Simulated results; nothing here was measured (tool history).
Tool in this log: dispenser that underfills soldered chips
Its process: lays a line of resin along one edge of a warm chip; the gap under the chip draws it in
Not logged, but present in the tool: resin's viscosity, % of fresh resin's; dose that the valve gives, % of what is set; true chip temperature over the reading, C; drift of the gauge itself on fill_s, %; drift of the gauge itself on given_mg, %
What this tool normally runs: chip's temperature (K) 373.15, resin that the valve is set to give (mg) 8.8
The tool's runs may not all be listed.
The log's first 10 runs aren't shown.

run	day	chip's temperature (K)	resin that the valve is set to give (mg)	hours of work since the syringe was changed	hours of work since the valve was cleaned	hours of work since the stage was calibrated	time until the resin shows at the far edge (s)	resin that the valve gave (mg)
# day 3.654: new syringe of resin
# day 4.042: new syringe of resin
11	4.042	373.15	8.8	0	32	327	122.5	8.43
12	4.338	373.15	8.8	5	36	331	156.7	8.34
# day 4.4: new syringe of resin
# day 4.771: new syringe of resin
13	4.962	373.15	8.8	3	45	340	145.4	8.43
# day 5.046: stage's temperature calibrated
# day 5.204: new syringe of resin
14	5.379	373.15	8.8	3	51	5	138.2	8.37
# day 5.562: new syringe of resin
15	5.833	363.15	8.8	4	58	12	206.1	8.32
# day 5.95: new syringe of resin
16	6.121	373.15	8.8	3	62	16	140	8.15
# day 6.283: dispensing valve cleaned and set on the balance
# day 6.383: new syringe of resin
# day 6.746: new syringe of resin
17	6.754	373.15	9.97	0	7	24	118.5	9.94
# day 7.121: new syringe of resin
18	7.183	373.15	9.97	1	13	31	126.7	9.79
# day 7.483: new syringe of resin
19	7.604	359.15	8.8	2	19	37	212.4	8.57
# day 7.842: new syringe of resin
20	7.904	359.15	8.8	1	24	41	205.4	8.57
21	8.175	359.15	8.8	5	28	45	248.2	8.47
# day 8.221: new syringe of resin
# day 8.621: new syringe of resin
22	8.633	359.15	8.8	0	34	52	190.5	8.49
# day 9: new syringe of resin
23	9.158	373.15	8.99	2	42	60	138.7	8.56
# day 9.367: new syringe of resin
24	9.7	373.15	8.99	5	50	68	154.2	8.64
# day 9.754: new syringe of resin
# day 10.112: new syringe of resin
25	10.217	371.15	8.8	2	58	75	139.2	8.16
# day 10.471: new syringe of resin
# day 10.654: dispensing valve cleaned and set on the balance
26	10.742	371.15	8.8	4	1	83	153.4	8.85
# day 10.904: new syringe of resin
27	11.179	376.15	8.04	4	8	89	135.7	7.93
# day 11.262: new syringe of resin
28	11.588	376.15	8.04	5	14	95	143.4	8.1
# day 11.629: new syringe of resin
# day 12.025: new syringe of resin
29	12.188	382.15	10.67	3	23	104	100.6	10.5
# day 12.383: new syringe of resin
30	12.562	387.15	10.67	3	28	109	87.9	10.46
# day 12.767: new syringe of resin
31	13.067	387.15	10.67	5	36	117	99.3	10.48
# day 13.158: new syringe of resin
32	13.388	373.15	10.51	3	40	121	143.8	10.13
# day 13.542: new syringe of resin
# day 13.929: new syringe of resin
33	14.008	388.15	9.83	1	49	130	82.1	9.46

3 options for the next run, each taken on its own from the tool as it stands now. Forecast them:
# day 14.292: new syringe of resin
A	14.471	388.15	7.78	3	56	137	?	?
# day 14.292: new syringe of resin
B	14.471	376.15	11.37	3	56	137	?	?
# day 14.292: new syringe of resin
C	14.471	361.15	10.6	3	56	137	?	?

run	time until the resin shows at the far edge (s)	resin that the valve gave (mg)
A	92.3	7.29
B	126.8	10.79
C	205.8	10.09
Without the tool's hidden state the same runs would have given:
run	time until the resin shows at the far edge (s)	resin that the valve gave (mg)
A	76.3	7.66
B	106.1	11.35
C	171.6	10.61

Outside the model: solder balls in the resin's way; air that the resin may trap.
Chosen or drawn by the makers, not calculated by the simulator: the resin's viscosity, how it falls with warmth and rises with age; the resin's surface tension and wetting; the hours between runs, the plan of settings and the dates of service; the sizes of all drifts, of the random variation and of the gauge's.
